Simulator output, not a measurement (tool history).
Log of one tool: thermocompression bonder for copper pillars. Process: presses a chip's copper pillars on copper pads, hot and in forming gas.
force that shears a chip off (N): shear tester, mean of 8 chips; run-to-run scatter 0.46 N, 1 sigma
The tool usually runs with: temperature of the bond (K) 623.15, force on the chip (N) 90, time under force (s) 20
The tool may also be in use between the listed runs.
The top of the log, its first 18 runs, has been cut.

run,hour,temperature of the bond (K),force on the chip (N),time under force (s),hours of work since the heater was calibrated,hours of work since the force cell was calibrated,hours of work since the gas filter was changed,force that shears a chip off (N)
19,257.8,623.15,114,40,372,930,254,132.2
20,277.8,623.15,90,20,387,945,269,100.5
21,292.0,623.15,90,20,398,956,280,101.4
22,310.3,636.15,90,20,412,969,294,108.7
23,320.3,610.15,79,20,419,977,301,82.3
24,331.8,610.15,127,27,428,986,310,125.2
25,347.3,610.15,127,27,440,997,322,124.5
26,364.8,603.15,90,15,453,1010,335,79.9
27,375.8,603.15,90,15,461,1019,343,79.7
28,387.0,635.15,101,50,469,1027,352,133.8
29,397.5,635.15,101,50,477,1035,360,132.9
30,416.7,602.15,74,21,492,1050,374,72.6
31,437.4,602.15,74,21,507,1065,390,72.1

Expected results for the next run?
32,447.4,633.15,95,28,515,1073,397,?

force that shears a chip off (N): 117.2
Without the tool's hidden state the same run would have given force that shears a chip off (N) 124.1.

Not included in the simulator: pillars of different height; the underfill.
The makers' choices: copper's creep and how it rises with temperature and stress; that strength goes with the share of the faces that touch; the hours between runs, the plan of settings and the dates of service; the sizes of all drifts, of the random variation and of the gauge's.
